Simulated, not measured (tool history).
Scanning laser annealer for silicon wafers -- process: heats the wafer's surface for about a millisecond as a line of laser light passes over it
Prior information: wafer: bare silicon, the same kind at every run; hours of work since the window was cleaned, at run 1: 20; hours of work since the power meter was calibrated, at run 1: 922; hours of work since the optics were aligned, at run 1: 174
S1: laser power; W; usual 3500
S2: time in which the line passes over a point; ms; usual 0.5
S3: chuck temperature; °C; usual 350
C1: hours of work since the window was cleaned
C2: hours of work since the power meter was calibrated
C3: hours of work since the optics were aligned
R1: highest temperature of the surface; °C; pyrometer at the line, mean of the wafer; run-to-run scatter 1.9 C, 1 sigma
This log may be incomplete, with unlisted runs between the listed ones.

Run 1, hour 0: usual settings; C1 20; C2 922; C3 174. Result: R1 1091 °C.
Run 2, hour 68.4: usual settings but S2 0.462 ms; C1 53; C2 956; C3 208. Result: R1 1066 °C.
Run 3, hour 133.1: usual settings but S2 0.462 ms; C1 85; C2 988; C3 240. Result: R1 1066 °C.
Run 4, hour 211.2: usual settings but S2 0.462 ms; C1 123; C2 1026; C3 278. Result: R1 1065 °C.
Run 5, hour 287.5: usual settings but S2 0.462 ms; C1 161; C2 1064; C3 316. Result: R1 1063 °C.
Run 6, hour 366.1: usual settings; C1 200; C2 1102; C3 355. Result: R1 1092 °C.
Run 7, hour 404.8: usual settings; C1 219; C2 1121; C3 374. Result: R1 1091 °C.
Run 8, hour 491.6: usual settings; C1 261; C2 1164; C3 416. Result: R1 1092 °C.
Run 9, hour 563.1: usual settings but S2 0.554 ms; C1 297; C2 1199; C3 451. Result: R1 1127 °C.
Run 10, hour 605.3: usual settings but S2 0.554 ms; C1 317; C2 1220; C3 472. Result: R1 1128 °C.
Run 11, hour 642.4: usual settings but S1 3405 W, S2 0.554 ms; C1 336; C2 1238; C3 490. Result: R1 1107 °C.
At hour 681.9: window over the wafer cleaned.
Run 12, hour 689.7: usual settings; C1 4; C2 1260; C3 513. Result: R1 1092 °C.
Run 13, hour 768.2: usual settings; C1 42; C2 1299; C3 551. Result: R1 1094 °C.
Run 14, hour 804.9: usual settings; C1 61; C2 1317; C3 569. Result: R1 1093 °C.
Run 15, hour 860.6: usual settings; C1 88; C2 1344; C3 597. Result: R1 1094 °C.
Run 16, hour 937.2: usual settings; C1 126; C2 1382; C3 634. Result: R1 1094 °C.
Run 17, hour 996.2: usual settings but S2 0.418 ms; C1 155; C2 1411; C3 663. Result: R1 1033 °C.
Run 18, hour 1034.5: usual settings; C1 173; C2 1430; C3 682. Result: R1 1093 °C.
At hour 1114.3: optics aligned, line set to its width.
Run 19, hour 1120.3: usual settings; C1 213; C2 1470; C3 3. Result: R1 1093 °C.
Run 20, hour 1182.4: usual settings; C1 244; C2 1500; C3 34. Result: R1 1095 °C.
Run 21, hour 1252.3: usual settings; C1 278; C2 1535; C3 68. Result: R1 1096 °C.
Run 22, hour 1308.5: usual settings; C1 306; C2 1562; C3 96. Result: R1 1094 °C.
Run 23, hour 1371: usual settings; C1 337; C2 1593; C3 126. Result: R1 1091 °C.
At hour 1406.6: window over the wafer cleaned.
Run 24, hour 1446: usual settings but S3 318 °C; C1 19; C2 1629; C3 162. Result: R1 1061 °C.
Run 25, hour 1524.2: usual settings but S1 3582 W, S2 0.566 ms, S3 373 °C; C1 58; C2 1667; C3 201. Result: R1 1181 °C.
Run 26, hour 1563.1: usual settings but S1 3743 W, S2 0.558 ms, S3 373 °C; C1 77; C2 1687; C3 220. Result: R1 1217 °C.
Run 27, hour 1601.4: usual settings but S2 0.438 ms; C1 96; C2 1705; C3 239. Result: R1 1045 °C.
Run 28, hour 1639.8: usual settings but S1 3519 W, S2 0.372 ms, S3 382 °C; C1 115; C2 1724; C3 257. Result: R1 1034 °C.
Run 29, hour 1716.5: usual settings but S1 3287 W, S2 0.566 ms, S3 334 °C; C1 152; C2 1762; C3 295. Result: R1 1069 °C.
Run 30, hour 1798.9: usual settings but S1 3287 W, S2 0.566 ms, S3 384 °C; C1 193; C2 1803; C3 336. Result: R1 1120 °C.
Run 31, hour 1840.7: usual settings but S1 3287 W, S2 0.566 ms, S3 384 °C; C1 214; C2 1823; C3 356. Result: R1 1118 °C.
Run 32, hour 1914.1: usual settings but S1 3470 W, S3 347 °C; C1 250; C2 1859; C3 392. Result: R1 1083 °C.
Run 33, hour 1991.3: usual settings but S1 3642 W, S2 0.381 ms, S3 386 °C; C1 288; C2 1897; C3 430. Result: R1 1068 °C.
Run 34, hour 2052.5: usual settings but S1 3766 W, S2 0.598 ms, S3 313 °C; C1 318; C2 1927; C3 460. Result: R1 1189 °C.
Run 35, hour 2098.5: usual settings but S1 3109 W, S2 0.393 ms, S3 370 °C; C1 340; C2 1950; C3 483. Result: R1 946 °C.
At hour 2126.5: window over the wafer cleaned.
Run 36, hour 2182: usual settings but S1 3109 W, S2 0.393 ms, S3 370 °C; C1 27; C2 1990; C3 523. Result: R1 951 °C.
Run 37, hour 2227.1: usual settings but S1 3123 W, S2 0.466 ms, S3 376 °C; C1 49; C2 2012; C3 545. Result: R1 1009 °C.
Run 38, hour 2308.2: usual settings but S1 3183 W, S3 351 °C; C1 89; C2 2052; C3 585. Result: R1 1019 °C.
Run 39, hour 2360.9: usual settings but S1 3751 W; C1 115; C2 2078; C3 611. Result: R1 1156 °C.
Run 40, hour 2402.6: usual settings but S1 3751 W; C1 136; C2 2099; C3 632. Result: R1 1153 °C.

Each row is a separate what-if for the run after 40, all from the same tool condition, not one after another. Results?
Run A, hour 2439.1: usual settings but S2 0.369 ms, S3 377 °C; C1 154; C2 2116; C3 650. Result: R1 ?.
Run B, hour 2439.1: usual settings but S1 3309 W, S2 0.584 ms, S3 385 °C; C1 154; C2 2116; C3 650. Result: R1 ?.
Run C, hour 2439.1: usual settings but S1 3111 W, S3 337 °C; C1 154; C2 2116; C3 650. Result: R1 ?.
Run D, hour 2439.1: usual settings but S1 3751 W, S2 0.57 ms, S3 388 °C; C1 154; C2 2116; C3 650. Result: R1 ?.
Run E, hour 2439.1: usual settings but S1 3575 W, S3 367 °C; C1 154; C2 2116; C3 650. Result: R1 ?.

run    R1
  A  1021
  B  1134
  C   987
  D  1240
  E  1126
Take away the tool's hidden state, keep each run's random variation, and the runs would have read:
run    R1
  A  1022
  B  1135
  C   988
  D  1241
  E  1127

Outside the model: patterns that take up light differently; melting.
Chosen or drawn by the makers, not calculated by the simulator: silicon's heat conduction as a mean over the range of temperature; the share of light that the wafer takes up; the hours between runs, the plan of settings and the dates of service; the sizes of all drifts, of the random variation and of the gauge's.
